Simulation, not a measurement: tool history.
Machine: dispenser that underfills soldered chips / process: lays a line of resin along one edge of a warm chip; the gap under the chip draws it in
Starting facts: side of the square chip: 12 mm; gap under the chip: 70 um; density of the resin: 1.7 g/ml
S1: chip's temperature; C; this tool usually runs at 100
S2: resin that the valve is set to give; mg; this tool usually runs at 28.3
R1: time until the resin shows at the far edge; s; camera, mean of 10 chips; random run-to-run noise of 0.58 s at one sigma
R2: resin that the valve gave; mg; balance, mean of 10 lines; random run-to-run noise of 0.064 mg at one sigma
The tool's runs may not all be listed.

Run 1, hour 0: usual settings. Result: R1 66.1 s, R2 27.8 mg.
Run 2, hour 3.9: usual settings but S2 36.5 mg. Result: R1 79 s, R2 35.76 mg.
Run 3, hour 8.3: usual settings but S2 36.5 mg. Result: R1 101.3 s, R2 35.56 mg.
At hour 10.2: new syringe of resin.
Run 4, hour 12.8: usual settings but S2 36.5 mg. Result: R1 56.4 s, R2 35.6 mg.
Run 5, hour 16.2: usual settings but S2 36.5 mg. Result: R1 69.4 s, R2 35.58 mg.
Run 6, hour 18.2: usual settings. Result: R1 75.2 s, R2 27.5 mg.
Run 7, hour 20.8: usual settings. Result: R1 88.5 s, R2 27.38 mg.
Run 8, hour 24.5: usual settings. Result: R1 106.9 s, R2 27.54 mg.
At hour 25: new syringe of resin.
Run 9, hour 26.6: usual settings. Result: R1 54.7 s, R2 27.43 mg.
Run 10, hour 28.5: usual settings. Result: R1 59.7 s, R2 27.45 mg.
Run 11, hour 31.4: usual settings. Result: R1 70.5 s, R2 27.46 mg.
Run 12, hour 33.5: usual settings. Result: R1 78.4 s, R2 27.24 mg.
Run 13, hour 35.8: usual settings but S1 109 C, S2 24.2 mg. Result: R1 71.6 s, R2 23.32 mg.

Forecast run 14:
Run 14, hour 39: usual settings but S1 85 C, S2 33.8 mg. Result: R1 ?, R2 ?.

{"run 14": {"R1": 155.6, "R2": 32.54}}
Minus the tool's unlogged condition, the same run would have read R1 74.8 s, R2 33.84 mg.
